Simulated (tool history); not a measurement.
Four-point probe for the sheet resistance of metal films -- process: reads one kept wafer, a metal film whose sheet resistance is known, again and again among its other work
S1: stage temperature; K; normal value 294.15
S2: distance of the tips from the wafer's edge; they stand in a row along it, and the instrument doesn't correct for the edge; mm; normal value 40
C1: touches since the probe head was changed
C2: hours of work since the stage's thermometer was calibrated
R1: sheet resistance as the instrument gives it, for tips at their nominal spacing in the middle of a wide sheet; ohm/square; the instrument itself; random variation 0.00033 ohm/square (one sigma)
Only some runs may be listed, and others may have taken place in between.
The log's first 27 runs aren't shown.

Run 28, hour 1727.6: usual settings but S2 10 mm; C1 56281; C2 396. Result: R1 1.648015 ohm/square.
Run 29, hour 1794.6: usual settings but S2 10 mm; C1 58561; C2 430. Result: R1 1.648694 ohm/square.
Run 30, hour 1850.6: usual settings but S1 295.15 K, S2 39 mm; C1 60465; C2 459. Result: R1 1.64664 ohm/square.
Run 31, hour 1887.1: usual settings but S1 295.15 K, S2 39 mm; C1 61707; C2 478. Result: R1 1.647038 ohm/square.
Run 32, hour 1964.7: usual settings but S1 306.15 K, S2 3 mm; C1 64350; C2 518. Result: R1 1.665921 ohm/square.
Run 33, hour 2040.7: usual settings but S1 296.15 K, S2 15 mm; C1 66935; C2 557. Result: R1 1.649049 ohm/square.
Run 34, hour 2092.3: usual settings but S1 306.15 K, S2 7 mm; C1 68692; C2 584. Result: R1 1.646944 ohm/square.
At hour 2097.9: new probe head fitted.
Run 35, hour 2150.1: usual settings but S1 293.15 K, S2 10 mm; C1 1779; C2 613. Result: R1 1.639076 ohm/square.

Here are 5 independent what-if runs from the current tool condition. What would each one return?
Run A, hour 2237.8: usual settings but S1 303.15 K, S2 4 mm; C1 4763; C2 658. Result: R1 ?.
Run B, hour 2237.8: usual settings but S1 293.15 K, S2 22 mm; C1 4763; C2 658. Result: R1 ?.
Run C, hour 2237.8: usual settings but S2 23 mm; C1 4763; C2 658. Result: R1 ?.
Run D, hour 2237.8: usual settings but S2 7 mm; C1 4763; C2 658. Result: R1 ?.
Run E, hour 2237.8: usual settings but S1 301.15 K, S2 68 mm; C1 4763; C2 658. Result: R1 ?.

run        R1
  A   1.64606
  B  1.638316
  C  1.637222
  D  1.641152
  E  1.632796
The same runs, with their run-to-run variation unchanged, on a tool lacking any hidden condition would have given:
run        R1
  A  1.643109
  B  1.635366
  C  1.634274
  D  1.638198
  E  1.629865
